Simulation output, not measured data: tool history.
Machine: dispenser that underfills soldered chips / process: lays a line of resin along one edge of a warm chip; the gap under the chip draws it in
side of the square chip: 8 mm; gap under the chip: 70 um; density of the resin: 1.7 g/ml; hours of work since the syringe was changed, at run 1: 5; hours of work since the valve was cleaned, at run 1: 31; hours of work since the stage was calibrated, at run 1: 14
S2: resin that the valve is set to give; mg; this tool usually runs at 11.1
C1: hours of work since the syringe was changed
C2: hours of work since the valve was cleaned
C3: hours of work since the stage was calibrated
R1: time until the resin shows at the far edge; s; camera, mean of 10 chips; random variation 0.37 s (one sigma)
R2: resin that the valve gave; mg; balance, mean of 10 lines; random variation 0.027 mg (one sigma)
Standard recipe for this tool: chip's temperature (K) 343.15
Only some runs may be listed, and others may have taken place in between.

run 1 day=0.000 | chip's_temperature_(K)=343.15 S2=11.1 | C1=5 C2=31 C3=14 | R1=28.2 R2=10.98
run 2 day=0.246 | chip's_temperature_(K)=343.15 S2=11.1 | C1=9 C2=35 C3=19 | R1=38.9 R2=10.93
-- day=0.358 new syringe of resin
run 3 day=0.383 | chip's_temperature_(K)=343.15 S2=13.9 | C1=0 C2=38 C3=21 | R1=20.6 R2=13.67
run 4 day=0.550 | chip's_temperature_(K)=343.15 S2=13.9 | C1=3 C2=41 C3=24 | R1=25.2 R2=13.71
run 5 day=0.692 | chip's_temperature_(K)=343.15 S2=13.9 | C1=6 C2=43 C3=26 | R1=29.7 R2=13.63
run 6 day=0.904 | chip's_temperature_(K)=343.15 S2=11.1 | C1=10 C2=47 C3=30 | R1=40.8 R2=10.90
-- day=0.988 new syringe of resin
run 7 day=1.088 | chip's_temperature_(K)=343.15 S2=14.4 | C1=2 C2=50 C3=33 | R1=22.9 R2=14.07
run 8 day=1.342 | chip's_temperature_(K)=343.15 S2=14.4 | C1=6 C2=55 C3=38 | R1=31.9 R2=14.05
run 9 day=1.592 | chip's_temperature_(K)=349.15 S2=11.1 | C1=11 C2=59 C3=42 | R1=34.6 R2=10.82
-- day=1.617 new syringe of resin
run 10 day=1.821 | chip's_temperature_(K)=349.15 S2=11.1 | C1=4 C2=63 C3=46 | R1=20.2 R2=10.81
run 11 day=1.996 | chip's_temperature_(K)=349.15 S2=11.1 | C1=7 C2=66 C3=49 | R1=26.2 R2=10.73
run 12 day=2.133 | chip's_temperature_(K)=343.15 S2=11.1 | C1=9 C2=68 C3=52 | R1=40.5 R2=10.77
-- day=2.250 new syringe of resin
run 13 day=2.383 | chip's_temperature_(K)=343.15 S2=11.1 | C1=2 C2=73 C3=56 | R1=23.7 R2=10.79
run 14 day=2.558 | chip's_temperature_(K)=343.15 S2=11.1 | C1=5 C2=76 C3=59 | R1=30.4 R2=10.78
run 15 day=2.775 | chip's_temperature_(K)=343.15 S2=11.1 | C1=9 C2=80 C3=63 | R1=39.2 R2=10.75
-- day=2.871 new syringe of resin
run 16 day=2.992 | chip's_temperature_(K)=330.15 S2=11.1 | C1=2 C2=83 C3=67 | R1=42.5 R2=10.75
run 17 day=3.188 | chip's_temperature_(K)=343.15 S2=11.1 | C1=6 C2=87 C3=70 | R1=30.7 R2=10.68
run 18 day=3.312 | chip's_temperature_(K)=343.15 S2=11.1 | C1=8 C2=89 C3=72 | R1=36.0 R2=10.72
-- day=3.492 new syringe of resin
run 19 day=3.492 | chip's_temperature_(K)=328.15 S2=10.8 | C1=0 C2=92 C3=75 | R1=39.9 R2=10.38
run 20 day=3.633 | chip's_temperature_(K)=333.15 S2=11.4 | C1=3 C2=95 C3=78 | R1=38.7 R2=10.93
run 21 day=3.871 | chip's_temperature_(K)=343.15 S2=13.0 | C1=7 C2=99 C3=82 | R1=32.5 R2=12.47
-- day=4.017 dispensing valve cleaned and set on the balance
run 22 day=4.058 | chip's_temperature_(K)=343.15 S2=13.4 | C1=9 C2=1 C3=85 | R1=39.0 R2=13.36
-- day=4.158 new syringe of resin
run 23 day=4.275 | chip's_temperature_(K)=350.15 S2=13.4 | C1=2 C2=4 C3=88 | R1=16.8 R2=13.33
run 24 day=4.558 | chip's_temperature_(K)=350.15 S2=13.4 | C1=7 C2=9 C3=93 | R1=25.0 R2=13.32
-- day=4.788 new syringe of resin
run 25 day=4.838 | chip's_temperature_(K)=350.15 S2=13.4 | C1=1 C2=14 C3=98 | R1=15.1 R2=13.33
run 26 day=5.117 | chip's_temperature_(K)=346.15 S2=14.2 | C1=6 C2=19 C3=103 | R1=24.8 R2=14.05
run 27 day=5.258 | chip's_temperature_(K)=346.15 S2=14.2 | C1=8 C2=22 C3=106 | R1=30.9 R2=14.08
-- day=5.417 new syringe of resin
run 28 day=5.525 | chip's_temperature_(K)=346.15 S2=14.2 | C1=2 C2=26 C3=110 | R1=20.1 R2=13.99
run 29 day=5.712 | chip's_temperature_(K)=346.15 S2=14.2 | C1=5 C2=30 C3=113 | R1=25.3 R2=14.02
run 30 day=5.942 | chip's_temperature_(K)=349.15 S2=11.9 | C1=9 C2=34 C3=118 | R1=29.7 R2=11.78
-- day=6.050 new syringe of resin
run 31 day=6.250 | chip's_temperature_(K)=349.15 S2=11.9 | C1=4 C2=39 C3=123 | R1=20.2 R2=11.65
run 32 day=6.471 | chip's_temperature_(K)=328.15 S2=11.9 | C1=8 C2=43 C3=127 | R1=67.8 R2=11.71
-- day=6.671 new syringe of resin
run 33 day=6.717 | chip's_temperature_(K)=333.15 S2=10.5 | C1=1 C2=47 C3=131 | R1=33.7 R2=10.25
run 34 day=6.992 | chip's_temperature_(K)=333.15 S2=10.5 | C1=6 C2=52 C3=136 | R1=48.2 R2=10.22
run 35 day=7.183 | chip's_temperature_(K)=333.15 S2=10.5 | C1=9 C2=55 C3=139 | R1=60.8 R2=10.19

Below are 5 alternative next runs, each starting from the tool's condition after run 35. Predict each:
-- day=7.296 new syringe of resin
run A day=7.442 | chip's_temperature_(K)=346.15 S2=10.8 | C1=3 C2=60 C3=144 | R1=? R2=?
-- day=7.296 new syringe of resin
run B day=7.442 | chip's_temperature_(K)=345.15 S2=10.4 | C1=3 C2=60 C3=144 | R1=? R2=?
-- day=7.296 new syringe of resin
run C day=7.442 | chip's_temperature_(K)=329.15 S2=13.1 | C1=3 C2=60 C3=144 | R1=? R2=?
-- day=7.296 new syringe of resin
run D day=7.442 | chip's_temperature_(K)=336.15 S2=12.0 | C1=3 C2=60 C3=144 | R1=? R2=?
-- day=7.296 new syringe of resin
run E day=7.442 | chip's_temperature_(K)=333.15 S2=11.6 | C1=3 C2=60 C3=144 | R1=? R2=?

run=A R1=21.4 R2=10.49
run=B R1=21.9 R2=10.09
run=C R1=43.7 R2=12.78
run=D R1=33.1 R2=11.66
run=E R1=37.2 R2=11.27
Without the tool's hidden state the same runs would have given:
run=A R1=18.8 R2=10.79
run=B R1=19.1 R2=10.37
run=C R1=38.7 R2=13.14
run=D R1=29.2 R2=11.99
run=E R1=32.8 R2=11.59
